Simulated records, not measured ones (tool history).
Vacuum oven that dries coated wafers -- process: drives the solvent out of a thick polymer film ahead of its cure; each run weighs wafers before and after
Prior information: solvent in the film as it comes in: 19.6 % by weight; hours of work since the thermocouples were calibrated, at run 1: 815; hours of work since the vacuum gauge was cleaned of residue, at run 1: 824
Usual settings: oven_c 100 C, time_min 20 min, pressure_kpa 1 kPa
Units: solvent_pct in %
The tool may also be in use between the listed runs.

run    hour  oven_c  time_min  pressure_kpa  hours of work since the thermocouples were calibrated  hours of work since the vacuum gauge was cleaned of residue  solvent_pct
  1       0     100        20             1                                                    815                                                          824         3.97
  2    41.7     100        18             1                                                    833                                                          842         4.31
  3    91.2     100        20          1.96                                                    855                                                          864         5.81
  4   147.4     100        20          1.96                                                    879                                                          889         5.87
  5   186.2     100        20          1.96                                                    896                                                          905         5.81
  6   215.6      88        20             1                                                    909                                                          918         7.99
  7   277.2      88        20          0.93                                                    936                                                          945         7.73
  8   313.9      88        20          0.93                                                    952                                                          961         7.75
  9     366      88        20          0.93                                                    974                                                          984         7.75
 10   422.4      88        20          0.93                                                    999                                                         1008         7.87
      426.7  -- vacuum gauge cleaned of residue and calibrated
 11   453.8      88        20          0.55                                                   1012                                                           12         6.32
      518.7  -- oven's thermocouples calibrated
 12   519.8      88        20          0.55                                                      0                                                           40         5.53
 13   581.9      88        24          0.55                                                     28                                                           67         4.67
 14   647.4      95        22          0.79                                                     56                                                           95         3.57
 15   705.1     100        20             1                                                     81                                                          121         3.22
 16   766.2      95        22             1                                                    108                                                          147         4.16
 17   801.7     113        18          1.99                                                    123                                                          163         2.71
 18   837.8     113        15          0.62                                                    139                                                          178         1.18
 19   879.7     113        13          0.95                                                    157                                                          197         1.95
 20   911.5      86        20          0.62                                                    171                                                          211         6.58
 21   966.4     105        18          2.56                                                    195                                                          234         5.13
 22  1019.5     113        20          3.59                                                    218                                                          258         4.81
 23  1081.1      93        24          3.77                                                    245                                                          285         10.8

What if the next run were any one of these 3? Each begins from the tool's condition after run 23:
  A  1133.8      93        28          3.77                                                    268                                                          308            ?
  B  1133.8      93        30           0.8                                                    268                                                          308            ?
  C  1133.8      93        29          1.76                                                    268                                                          308            ?

run  solvent_pct
  A        10.47
  B         3.31
  C         5.51
Had the tool no hidden state, the same runs would have come out as:
run  solvent_pct
  A           10
  B         2.95
  C         5.12
